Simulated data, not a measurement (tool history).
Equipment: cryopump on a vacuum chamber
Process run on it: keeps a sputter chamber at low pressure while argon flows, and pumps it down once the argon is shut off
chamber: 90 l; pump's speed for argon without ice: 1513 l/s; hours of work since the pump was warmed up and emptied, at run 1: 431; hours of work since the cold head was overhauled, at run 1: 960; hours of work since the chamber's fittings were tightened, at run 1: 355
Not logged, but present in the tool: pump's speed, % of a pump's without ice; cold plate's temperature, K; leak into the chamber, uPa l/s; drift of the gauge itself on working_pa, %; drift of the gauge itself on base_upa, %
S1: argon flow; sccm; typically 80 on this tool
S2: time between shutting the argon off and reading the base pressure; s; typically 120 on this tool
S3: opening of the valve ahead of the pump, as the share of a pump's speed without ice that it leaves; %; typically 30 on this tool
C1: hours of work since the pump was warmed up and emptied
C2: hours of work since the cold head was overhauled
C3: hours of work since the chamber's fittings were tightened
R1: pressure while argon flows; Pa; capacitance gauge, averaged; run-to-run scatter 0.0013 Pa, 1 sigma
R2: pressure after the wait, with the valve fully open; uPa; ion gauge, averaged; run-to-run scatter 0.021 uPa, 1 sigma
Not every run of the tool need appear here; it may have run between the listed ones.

run 1 hour=0 | S1=80 S2=120 S3=30 | C1=431 C2=960 C3=355 | R1=0.3236 R2=1.17
run 2 hour=40.9 | S1=80 S2=120 S3=30 | C1=450 C2=980 C3=375 | R1=0.3292 R2=1.2
run 3 hour=78.5 | S1=80 S2=120 S3=30 | C1=469 C2=998 C3=393 | R1=0.3278 R2=1.22
run 4 hour=126.9 | S1=80 S2=120 S3=30 | C1=492 C2=1021 C3=416 | R1=0.3283 R2=1.25
-- hour=154.8 pump warmed up, emptied and cooled again
run 5 hour=166.6 | S1=80 S2=120 S3=30 | C1=6 C2=1038 C3=433 | R1=0.3029 R2=1
run 6 hour=218.2 | S1=80 S2=120 S3=30 | C1=31 C2=1063 C3=458 | R1=0.3017 R2=1.08
run 7 hour=258.1 | S1=80 S2=120 S3=30 | C1=50 C2=1082 C3=477 | R1=0.3014 R2=1.14
run 8 hour=307.4 | S1=80 S2=120 S3=30 | C1=74 C2=1106 C3=501 | R1=0.302 R2=1.19
run 9 hour=358.5 | S1=80 S2=120 S3=30 | C1=98 C2=1130 C3=526 | R1=0.3059 R2=1.18
run 10 hour=385 | S1=80 S2=120 S3=30 | C1=111 C2=1143 C3=539 | R1=0.3045 R2=1.24
run 11 hour=408.2 | S1=80 S2=120 S3=30 | C1=122 C2=1154 C3=550 | R1=0.308 R2=1.26
run 12 hour=456 | S1=80 S2=120 S3=30 | C1=145 C2=1177 C3=573 | R1=0.3088 R2=1.31
run 13 hour=490.5 | S1=80 S2=120 S3=30 | C1=162 C2=1194 C3=589 | R1=0.3086 R2=1.33
run 14 hour=518 | S1=79 S2=120 S3=32 | C1=175 C2=1207 C3=603 | R1=0.287 R2=1.36
run 15 hour=554.6 | S1=79 S2=120 S3=32 | C1=193 C2=1225 C3=620 | R1=0.2866 R2=1.41
run 16 hour=589.6 | S1=157 S2=25 S3=42 | C1=210 C2=1242 C3=637 | R1=0.4466 R2=2.19
run 17 hour=625.3 | S1=157 S2=25 S3=42 | C1=227 C2=1259 C3=654 | R1=0.446 R2=2.23
run 18 hour=674.5 | S1=116 S2=143 S3=25 | C1=251 C2=1283 C3=678 | R1=0.5442 R2=1.51
run 19 hour=726.1 | S1=116 S2=41 S3=18 | C1=276 C2=1308 C3=703 | R1=0.7414 R2=1.96
run 20 hour=776.6 | S1=39 S2=120 S3=34 | C1=300 C2=1332 C3=727 | R1=0.1361 R2=1.68
run 21 hour=806.3 | S1=46 S2=122 S3=36 | C1=314 C2=1346 C3=742 | R1=0.1543 R2=1.74
run 22 hour=854.1 | S1=46 S2=122 S3=36 | C1=337 C2=1369 C3=765 | R1=0.1558 R2=1.81
run 23 hour=886.4 | S1=46 S2=122 S3=36 | C1=353 C2=1385 C3=780 | R1=0.1564 R2=1.83
run 24 hour=918.2 | S1=56 S2=110 S3=18 | C1=368 C2=1400 C3=796 | R1=0.3665 R2=1.94
run 25 hour=952.3 | S1=56 S2=110 S3=18 | C1=385 C2=1417 C3=812 | R1=0.3692 R2=1.94
run 26 hour=981.2 | S1=132 S2=38 S3=41 | C1=399 C2=1431 C3=826 | R1=0.4066 R2=2.37

Forecast each of these 3 alternatives for the next run:
run A hour=1015.8 | S1=132 S2=128 S3=51 | C1=415 C2=1447 C3=843 | R1=? R2=?
run B hour=1015.8 | S1=156 S2=21 S3=30 | C1=415 C2=1447 C3=843 | R1=? R2=?
run C hour=1015.8 | S1=132 S2=38 S3=37 | C1=415 C2=1447 C3=843 | R1=? R2=?

run=A R1=0.3353 R2=2.02
run=B R1=0.6371 R2=2.91
run=C R1=0.4473 R2=2.52
With no hidden state in the tool, these same runs would have given:
run=A R1=0.288 R2=0.36
run=B R1=0.581 R2=1.27
run=C R1=0.3996 R2=0.82
